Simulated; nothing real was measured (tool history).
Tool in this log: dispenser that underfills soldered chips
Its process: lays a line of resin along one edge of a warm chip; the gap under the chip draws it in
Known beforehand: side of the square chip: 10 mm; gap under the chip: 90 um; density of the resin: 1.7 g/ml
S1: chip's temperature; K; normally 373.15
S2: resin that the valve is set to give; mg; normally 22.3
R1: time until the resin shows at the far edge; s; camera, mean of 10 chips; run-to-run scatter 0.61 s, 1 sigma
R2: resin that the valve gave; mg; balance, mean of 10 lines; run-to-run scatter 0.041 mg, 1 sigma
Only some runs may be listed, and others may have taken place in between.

| run | hour | S1 | S2 | R1 | R2 |
|---|---|---|---|---|---|
| 1 | 0 | 373.15 | 22.3 | 62 | 21.52 |
| 2 | 3.4 | 373.15 | 22.3 | 76.1 | 21.4 |
|  | 6.3 | new syringe of resin |
| 3 | 7.2 | 373.15 | 22.3 | 56.3 | 21.4 |
|  | 10.3 | dispensing valve cleaned and set on the balance |
| 4 | 13.9 | 373.15 | 22.1 | 77.1 | 22.18 |
|  | 15.9 | new syringe of resin |
| 5 | 20.2 | 365.15 | 22.3 | 83 | 22.31 |
| 6 | 22.8 | 365.15 | 22.3 | 97.5 | 22.35 |
|  | 24.6 | new syringe of resin |
| 7 | 27.7 | 373.15 | 19.9 | 66.7 | 19.87 |
| 8 | 31.9 | 373.15 | 19.9 | 83.5 | 19.9 |
|  | 33.5 | new syringe of resin |
| 9 | 36.4 | 381.15 | 20.1 | 52.7 | 20 |
| 10 | 39.4 | 381.15 | 20.1 | 60.4 | 20 |
|  | 42.2 | new syringe of resin |
| 11 | 42.2 | 367.15 | 21.7 | 63.2 | 21.59 |
| 12 | 46.6 | 379.15 | 21 | 59.3 | 20.86 |
| 13 | 49.3 | 376.15 | 19.2 | 75.7 | 19.01 |
|  | 50.9 | new syringe of resin |
| 14 | 52.2 | 376.15 | 19.1 | 55.2 | 18.94 |
| 15 | 55.2 | 376.15 | 19.1 | 66.5 | 18.91 |
|  | 59.7 | new syringe of resin |
| 16 | 61 | 376.15 | 19.1 | 56.3 | 18.86 |

5 options for the next run, each taken on its own from the tool as it stands now. Forecast them:
| A | 63.8 | 376.15 | 19.8 | ? | ? |
| B | 63.8 | 382.15 | 20.1 | ? | ? |
| C | 63.8 | 360.15 | 25.1 | ? | ? |
| D | 63.8 | 378.15 | 19.2 | ? | ? |
| E | 63.8 | 376.15 | 23.8 | ? | ? |

| run | R1 | R2 |
|---|---|---|
| A | 64.9 | 19.6 |
| B | 55.3 | 19.88 |
| C | 92.8 | 24.82 |
| D | 63.1 | 18.99 |
| E | 61.6 | 23.51 |
Had the tool no hidden state, the same runs would have come out as:
| run | R1 | R2 |
|---|---|---|
| A | 50.1 | 19.84 |
| B | 42.7 | 20.12 |
| C | 71.6 | 25.13 |
| D | 48.7 | 19.22 |
| E | 47.7 | 23.8 |

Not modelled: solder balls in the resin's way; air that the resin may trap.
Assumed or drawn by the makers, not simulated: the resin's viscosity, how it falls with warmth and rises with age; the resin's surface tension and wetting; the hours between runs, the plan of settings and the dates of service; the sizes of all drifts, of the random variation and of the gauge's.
